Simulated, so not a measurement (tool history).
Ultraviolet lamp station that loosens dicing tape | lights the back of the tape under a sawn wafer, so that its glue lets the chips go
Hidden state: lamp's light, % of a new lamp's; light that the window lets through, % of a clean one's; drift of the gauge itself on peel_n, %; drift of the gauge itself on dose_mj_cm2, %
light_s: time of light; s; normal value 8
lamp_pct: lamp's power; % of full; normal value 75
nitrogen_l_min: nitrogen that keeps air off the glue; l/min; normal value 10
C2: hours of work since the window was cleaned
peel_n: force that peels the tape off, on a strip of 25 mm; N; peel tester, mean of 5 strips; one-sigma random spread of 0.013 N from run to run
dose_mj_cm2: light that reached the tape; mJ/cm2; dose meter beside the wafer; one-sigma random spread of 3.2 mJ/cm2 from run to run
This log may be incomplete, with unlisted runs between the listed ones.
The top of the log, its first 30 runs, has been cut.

{"run": 31, "hour": 271.8, "light_s": 7, "lamp_pct": 70, "nitrogen_l_min": 12, "hours of work of the lamp": 224, "C2": 31, "peel_n": 0.895, "dose_mj_cm2": 360}
{"run": 32, "hour": 277.0, "light_s": 14, "lamp_pct": 71, "nitrogen_l_min": 10, "hours of work of the lamp": 228, "C2": 35, "peel_n": 0.287, "dose_mj_cm2": 729}
{"run": 33, "hour": 286.9, "light_s": 14, "lamp_pct": 75, "nitrogen_l_min": 8, "hours of work of the lamp": 236, "C2": 43, "peel_n": 0.303, "dose_mj_cm2": 771}
{"run": 34, "hour": 293.7, "light_s": 14, "lamp_pct": 75, "nitrogen_l_min": 8, "hours of work of the lamp": 241, "C2": 49, "peel_n": 0.307, "dose_mj_cm2": 763}
{"run": 35, "hour": 304.8, "light_s": 9, "lamp_pct": 75, "nitrogen_l_min": 4, "hours of work of the lamp": 250, "C2": 58, "peel_n": 1.164, "dose_mj_cm2": 489}
{"run": 36, "hour": 314.5, "light_s": 8, "lamp_pct": 87, "nitrogen_l_min": 4, "hours of work of the lamp": 258, "C2": 65, "peel_n": 1.166, "dose_mj_cm2": 499}
{"run": 37, "hour": 325.4, "light_s": 7, "lamp_pct": 61, "nitrogen_l_min": 14, "hours of work of the lamp": 267, "C2": 74, "peel_n": 1.093, "dose_mj_cm2": 305}
{"run": 38, "hour": 335.9, "light_s": 11, "lamp_pct": 75, "nitrogen_l_min": 10, "hours of work of the lamp": 275, "C2": 82, "peel_n": 0.418, "dose_mj_cm2": 587}
{"run": 39, "hour": 342.4, "light_s": 11, "lamp_pct": 75, "nitrogen_l_min": 10, "hours of work of the lamp": 280, "C2": 88, "peel_n": 0.424, "dose_mj_cm2": 581}
{"run": 40, "hour": 351.4, "light_s": 12, "lamp_pct": 89, "nitrogen_l_min": 8, "hours of work of the lamp": 287, "C2": 95, "peel_n": 0.326, "dose_mj_cm2": 750}
{"run": 41, "hour": 357.1, "light_s": 8, "lamp_pct": 98, "nitrogen_l_min": 10, "hours of work of the lamp": 292, "C2": 99, "peel_n": 0.464, "dose_mj_cm2": 549}
{"run": 42, "hour": 367.5, "light_s": 5, "lamp_pct": 95, "nitrogen_l_min": 10, "hours of work of the lamp": 300, "C2": 108, "peel_n": 1.13, "dose_mj_cm2": 330}
{"run": 43, "hour": 373.1, "light_s": 5, "lamp_pct": 95, "nitrogen_l_min": 3, "hours of work of the lamp": 305, "C2": 112, "peel_n": 2.14, "dose_mj_cm2": 327}

Predict each of these 4 candidate next runs independently; none follows another, all start after run 43:
{"run": "A", "hour": 383.3, "light_s": 10, "lamp_pct": 75, "nitrogen_l_min": 10, "hours of work of the lamp": 313, "C2": 120, "peel_n": "?", "dose_mj_cm2": "?"}
{"run": "B", "hour": 383.3, "light_s": 4, "lamp_pct": 75, "nitrogen_l_min": 10, "hours of work of the lamp": 313, "C2": 120, "peel_n": "?", "dose_mj_cm2": "?"}
{"run": "C", "hour": 383.3, "light_s": 8, "lamp_pct": 96, "nitrogen_l_min": 10, "hours of work of the lamp": 313, "C2": 120, "peel_n": "?", "dose_mj_cm2": "?"}
{"run": "D", "hour": 383.3, "light_s": 7, "lamp_pct": 95, "nitrogen_l_min": 9, "hours of work of the lamp": 313, "C2": 120, "peel_n": "?", "dose_mj_cm2": "?"}

run=A peel_n=0.530 dose_mj_cm2=511
run=B peel_n=2.027 dose_mj_cm2=208
run=C peel_n=0.524 dose_mj_cm2=522
run=D peel_n=0.718 dose_mj_cm2=459
Without the tool's hidden state the same runs would have given:
run=A peel_n=0.369 dose_mj_cm2=619
run=B peel_n=1.655 dose_mj_cm2=252
run=C peel_n=0.365 dose_mj_cm2=633
run=D peel_n=0.505 dose_mj_cm2=556
